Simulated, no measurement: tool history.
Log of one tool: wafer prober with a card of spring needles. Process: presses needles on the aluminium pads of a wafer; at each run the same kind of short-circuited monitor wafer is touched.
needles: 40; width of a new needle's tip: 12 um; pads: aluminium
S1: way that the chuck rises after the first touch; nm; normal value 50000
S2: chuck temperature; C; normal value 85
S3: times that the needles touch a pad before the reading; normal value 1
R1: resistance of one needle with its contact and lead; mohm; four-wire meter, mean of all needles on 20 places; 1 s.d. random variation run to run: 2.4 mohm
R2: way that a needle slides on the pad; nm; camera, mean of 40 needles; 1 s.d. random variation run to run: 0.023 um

run   hour     S1   S2  S3   R1     R2
  1      0  50000   85   1  287  13560
  2    9.1  50000   85   1  396  13560
      16.8  -- tips cleaned on abrasive film
  3   24.8  50000   85   1  383  13570
      33.1  -- tips cleaned on abrasive film
  4   42.9  50000   85   1  405  13500
      49.5  -- tips cleaned on abrasive film
  5   53.3  50000   85   1  335  13460
  6   64.3  32000   85   1  674   8510
      66.3  -- tips cleaned on abrasive film
  7   75.9  32000   85   1  589   8470
      82.2  -- height of the first contact set anew
      84.2  -- tips cleaned on abrasive film
  8   90.2  33000   85   1  466   9040
  9   99.4  50000   85   1  436  13760
     101.3  -- tips cleaned on abrasive film
     117.6  -- tips cleaned on abrasive film
 10  117.7  50000   85   1  282  13710
     134.5  -- tips cleaned on abrasive film
 11    136  50000   85   1  299  13700
 12    148  50000   85   1  422  13690
     151.1  -- tips cleaned on abrasive film
 13  159.1  59000   85   1  352  16160
     167.2  -- tips cleaned on abrasive film
 14  171.6  50000   47   2  314  13630
     183.6  -- tips cleaned on abrasive film
 15  191.7  50000   47   2  335  13620
     200.3  -- tips cleaned on abrasive film
 16  201.7  39000   31   1  323  10540
 17  212.5  39000   61   1  531  10540
     216.7  -- tips cleaned on abrasive film
 18    231  39000   28   2  445  10540
     234.1  -- tips cleaned on abrasive film
 19  245.4  50000   85   3  328  13550
       251  -- tips cleaned on abrasive film
 20  259.2  62000   85   3  296  16800
     267.2  -- tips cleaned on abrasive film
 21  276.3  65000   85   2  314  17610
     283.4  -- height of the first contact set anew
     285.1  -- tips cleaned on abrasive film
 22  291.4  47000  109   2  351  12970
     301.3  -- tips cleaned on abrasive film
 23    310  47000  109   2  360  12930
     318.9  -- tips cleaned on abrasive film
 24  327.4  47000  109   2  357  12900
     335.3  -- tips cleaned on abrasive film
 25  346.8  31000  109   2  486   8450
     351.4  -- tips cleaned on abrasive film
 26  360.9  50000   86   1  393  13640

Below are 3 alternative next runs, each starting from the tool's condition after run 26. Predict each:
     367.8  -- tips cleaned on abrasive film
  A  379.3  50000  86   2   ?   ?
     367.8  -- tips cleaned on abrasive film
  B  379.3  54000  85   1   ?   ?
     367.8  -- tips cleaned on abrasive film
  C  379.3  58000  38   2   ?   ?

run   R1     R2
  A  361  13660
  B  399  14670
  C  332  15850
With no hidden state in the tool, these same runs would have given:
run   R1     R2
  A  269  13820
  B  267  14830
  C  256  16010

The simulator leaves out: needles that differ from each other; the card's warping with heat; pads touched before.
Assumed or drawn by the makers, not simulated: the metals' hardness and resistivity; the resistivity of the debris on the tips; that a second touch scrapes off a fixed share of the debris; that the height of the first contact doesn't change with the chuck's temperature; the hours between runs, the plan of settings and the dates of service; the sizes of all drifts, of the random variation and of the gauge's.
